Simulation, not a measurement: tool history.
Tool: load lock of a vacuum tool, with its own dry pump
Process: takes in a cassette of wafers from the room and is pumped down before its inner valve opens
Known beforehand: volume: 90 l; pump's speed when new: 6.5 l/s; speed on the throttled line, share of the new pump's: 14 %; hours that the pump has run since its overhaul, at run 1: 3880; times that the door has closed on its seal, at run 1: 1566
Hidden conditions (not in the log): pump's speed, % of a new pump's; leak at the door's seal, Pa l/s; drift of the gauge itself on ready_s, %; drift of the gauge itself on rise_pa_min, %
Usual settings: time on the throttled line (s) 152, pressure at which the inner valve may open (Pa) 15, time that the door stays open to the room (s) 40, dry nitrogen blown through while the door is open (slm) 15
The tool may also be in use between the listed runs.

run    hour  time on the throttled line (s)  pressure at which the inner valve may open (Pa)  time that the door stays open to the room (s)  dry nitrogen blown through while the door is open (slm)  hours that the pump has run since its overhaul  times that the door has closed on its seal  incoming humidity of the room's air, %  time from the closed door until the inner valve may open (s)  rise of the pressure with all valves shut (Pa/min)
  1     0.0                             152                                               15                                             40                                                       15                                            3880                                        1566                                    43.9                                                         259.1                                               0.022
  2    85.9                             152                                               21                                             40                                                       15                                            3966                                        1660                                    45.0                                                         255.9                                               0.031
  3   136.3                             152                                               21                                             40                                                       15                                            4016                                        1714                                    47.5                                                         253.0                                               0.027
  4   226.9                             152                                               15                                             40                                                       15                                            4106                                        1813                                    45.7                                                         261.7                                               0.027
  5   336.1                             152                                               15                                             40                                                       15                                            4216                                        1932                                    43.7                                                         259.1                                               0.027
  6   453.7                             152                                               15                                             40                                                       18                                            4333                                        2059                                    44.4                                                         259.7                                               0.027
  7   560.9                             152                                               15                                             40                                                       18                                            4440                                        2176                                    45.3                                                         259.2                                               0.027
  8   612.7                             152                                               15                                             40                                                       18                                            4492                                        2232                                    43.3                                                         259.4                                               0.028
  9   718.2                             152                                               15                                             40                                                       18                                            4598                                        2347                                    42.1                                                         258.0                                               0.030
 10   776.0                             152                                               15                                             40                                                       15                                            4656                                        2410                                    42.9                                                         262.2                                               0.029
 11   860.1                             152                                               15                                             40                                                       15                                            4740                                        2501                                    42.4                                                         258.7                                               0.033
 12   977.8                             152                                               15                                             40                                                       15                                            4857                                        2629                                    45.2                                                         259.7                                               0.031
 13  1042.7                             152                                               15                                             40                                                       15                                            4922                                        2700                                    46.4                                                         259.8                                               0.036
 14  1127.1                              84                                               15                                             40                                                       15                                            5007                                        2791                                    45.8                                                         201.8                                               0.033
 15  1245.3                              84                                               15                                             40                                                       15                                            5125                                        2920                                    46.0                                                         203.8                                               0.036
 16  1307.2                             152                                               15                                             40                                                       15                                            5187                                        2987                                    42.9                                                         260.6                                               0.033
 17  1357.4                             152                                               19                                             40                                                       15                                            5237                                        3042                                    43.1                                                         255.7                                               0.037
 18  1427.8                             152                                               15                                             40                                                       15                                            5307                                        3118                                    43.5                                                         259.1                                               0.032
 19  1536.1                             152                                               15                                             40                                                       15                                            5416                                        3236                                    41.7                                                         258.9                                               0.029
 20  1638.5                             147                                               18                                             76                                                       16                                            5518                                        3347                                    42.9                                                         254.7                                               0.049
 21  1747.2                             286                                               24                                             80                                                        6                                            5627                                        3465                                    42.9                                                         369.2                                               0.060
 22  1822.4                             286                                               24                                             80                                                        6                                            5702                                        3547                                    44.0                                                         371.5                                               0.051
 23  1897.5                             129                                               28                                             40                                                       15                                            5777                                        3629                                    47.8                                                         230.9                                               0.036
 24  2018.3                             113                                               18                                            226                                                        4                                            5898                                        3760                                    46.3                                                         227.2                                               0.113
 25  2133.8                             113                                               18                                            226                                                        4                                            6013                                        3885                                    42.1                                                         224.0                                               0.105
 26  2211.3                             146                                               28                                            118                                                       25                                            6091                                        3970                                    48.0                                                         246.6                                               0.057
 27  2279.6                             242                                               21                                            218                                                        6                                            6159                                        4044                                    41.4                                                         333.3                                               0.099
 28  2371.9                             181                                               15                                             28                                                       15                                            6251                                        4144                                    44.1                                                         288.7                                               0.043
 29  2475.1                             197                                               28                                             63                                                        5                                            6355                                        4257                                    44.5                                                         289.7                                               0.055
 30  2579.0                             152                                               28                                            129                                                        5                                            6459                                        4369                                    44.2                                                         252.8                                               0.079
 31  2697.5                             152                                               21                                            116                                                       15                                            6577                                        4498                                    42.4                                                         260.8                                               0.062
 32  2766.0                             152                                               21                                            116                                                       15                                            6646                                        4573                                    44.6                                                         257.3                                               0.067
 33  2852.8                             152                                               21                                            116                                                       15                                            6732                                        4667                                    44.5                                                         257.4                                               0.064
 34  2940.9                             152                                               21                                            116                                                       15                                            6821                                        4763                                    45.9                                                         259.9                                               0.070
 35  3007.4                             152                                               21                                            116                                                       15                                            6887                                        4835                                    48.1                                                         259.5                                               0.073
 36  3125.6                             190                                               11                                             29                                                       14                                            7005                                        4963                                    49.2                                                         299.6                                               0.048
 37  3225.2                             152                                               17                                             29                                                        6                                            7105                                        5072                                    43.4                                                         258.6                                               0.046
 38  3327.8                             152                                               17                                             29                                                        6                                            7207                                        5183                                    43.7                                                         261.5                                               0.044

How would selected steps in time from the closed door until the inner valve may open (s) from run to run divide? Give the signed amount a tool lacking its hidden state would still show from settings, what came in and random variation, and the signed amount left for the hidden state, including any gauge scatter that is not in both of the compared results.
Run 20 -> 21: time on the throttled line (s) 147 -> 286, pressure at which the inner valve may open (Pa) 18 -> 24, time that the door stays open to the room (s) 76 -> 80, dry nitrogen blown through while the door is open (slm) 16 -> 6. time from the closed door until the inner valve may open (s) +114.5: hidden state -1.1, all else +115.6.
Run 22 -> 23: time on the throttled line (s) 286 -> 129, pressure at which the inner valve may open (Pa) 24 -> 28, time that the door stays open to the room (s) 80 -> 40, dry nitrogen blown through while the door is open (slm) 6 -> 15. time from the closed door until the inner valve may open (s) -140.6: hidden state +1.0, all else -141.6.
Run 26 -> 27: time on the throttled line (s) 146 -> 242, pressure at which the inner valve may open (Pa) 28 -> 21, time that the door stays open to the room (s) 118 -> 218, dry nitrogen blown through while the door is open (slm) 25 -> 6. time from the closed door until the inner valve may open (s) +86.7: hidden state -0.6, all else +87.3.
Run 27 -> 28: time on the throttled line (s) 242 -> 181, pressure at which the inner valve may open (Pa) 21 -> 15, time that the door stays open to the room (s) 218 -> 28, dry nitrogen blown through while the door is open (slm) 6 -> 15. time from the closed door until the inner valve may open (s) -44.6: hidden state +1.2, all else -45.8.
